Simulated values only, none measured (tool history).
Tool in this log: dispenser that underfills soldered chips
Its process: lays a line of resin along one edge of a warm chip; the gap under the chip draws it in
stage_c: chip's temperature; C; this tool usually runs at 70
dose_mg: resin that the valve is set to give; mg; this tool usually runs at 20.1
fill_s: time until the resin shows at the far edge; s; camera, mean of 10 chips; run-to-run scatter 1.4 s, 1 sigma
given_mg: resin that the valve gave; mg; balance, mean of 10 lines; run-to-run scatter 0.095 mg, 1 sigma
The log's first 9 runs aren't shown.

run,hour,stage_c,dose_mg,fill_s,given_mg
# hour 97: new syringe of resin
# hour 103.7: new syringe of resin
10,103.7,58,20.1,218.8,19.64
# hour 111.2: new syringe of resin
# hour 117.9: new syringe of resin
# hour 118.9: dispensing valve cleaned and set on the balance
11,120.4,58,20.1,231.3,19.93
# hour 126.5: new syringe of resin
12,129,58,20.1,247.9,20.05
# hour 133.9: new syringe of resin
13,137.9,58,20.1,274.8,19.57
# hour 141.1: new syringe of resin
14,147,58,20.1,307.3,19.81
# hour 148.6: new syringe of resin
# hour 155.7: new syringe of resin
15,155.7,58,20.1,213,19.52
# hour 162.9: new syringe of resin
# hour 170.2: new syringe of resin
16,171.3,58,20.1,229.6,19.43
# hour 175.2: dispensing valve cleaned and set on the balance
# hour 178.7: new syringe of resin
17,182.9,58,20.1,284.9,19.98
# hour 185.7: new syringe of resin
# hour 192.4: new syringe of resin
18,194.5,70,23.4,160.4,22.85
# hour 200.2: new syringe of resin
19,205.9,77,21,165,20.48
# hour 206.9: new syringe of resin
20,213,75,21,178.6,20.4
# hour 214: new syringe of resin
# hour 221.1: new syringe of resin
21,223.6,70,25.4,168.2,24.46
# hour 227.8: new syringe of resin
# hour 232.7: dispensing valve cleaned and set on the balance
# hour 235.7: new syringe of resin
22,235.7,75,19.4,122.6,19.42
# hour 243.2: new syringe of resin
23,247.6,78,23.8,143.9,23.55
# hour 250.3: new syringe of resin
# hour 258: new syringe of resin
24,261.1,78,23.8,132.7,23.39
# hour 265.2: new syringe of resin
25,271,78,23.8,155.8,23.3
# hour 272.4: new syringe of resin
# hour 279.8: new syringe of resin
26,283.5,63,21.8,228.4,20.86
# hour 287.3: new syringe of resin
# hour 289.7: dispensing valve cleaned and set on the balance
27,293,79,18.8,147.7,18.7
# hour 295.1: new syringe of resin
# hour 301.8: new syringe of resin
28,302.9,58,19.1,237.8,18.89
# hour 309: new syringe of resin
29,310.1,57,21.2,247.7,21.03
# hour 316.1: new syringe of resin
30,318.5,57,21.2,263.5,20.72
# hour 323: new syringe of resin
31,326.2,62,22.9,229.2,22.52
# hour 330.8: new syringe of resin
# hour 337.5: new syringe of resin
32,339.3,62,22.9,219.9,22.15
# hour 344.1: new syringe of resin
# hour 347.3: dispensing valve cleaned and set on the balance
33,349.9,61,20.6,266.8,20.72

Forecast each of these 3 alternatives for the next run:
# hour 351.9: new syringe of resin
A,357.1,60,20.6,?,?
# hour 351.9: new syringe of resin
B,357.1,67,20.1,?,?
# hour 351.9: new syringe of resin
C,357.1,62,17.2,?,?

run,fill_s,given_mg
A,285,20.45
B,226.3,20.17
C,273.7,17.23
With the hidden condition removed and each run's random variation left untouched, the same runs would have given:
run,fill_s,given_mg
A,190.5,20.49
B,151.8,20.22
C,183,17.27
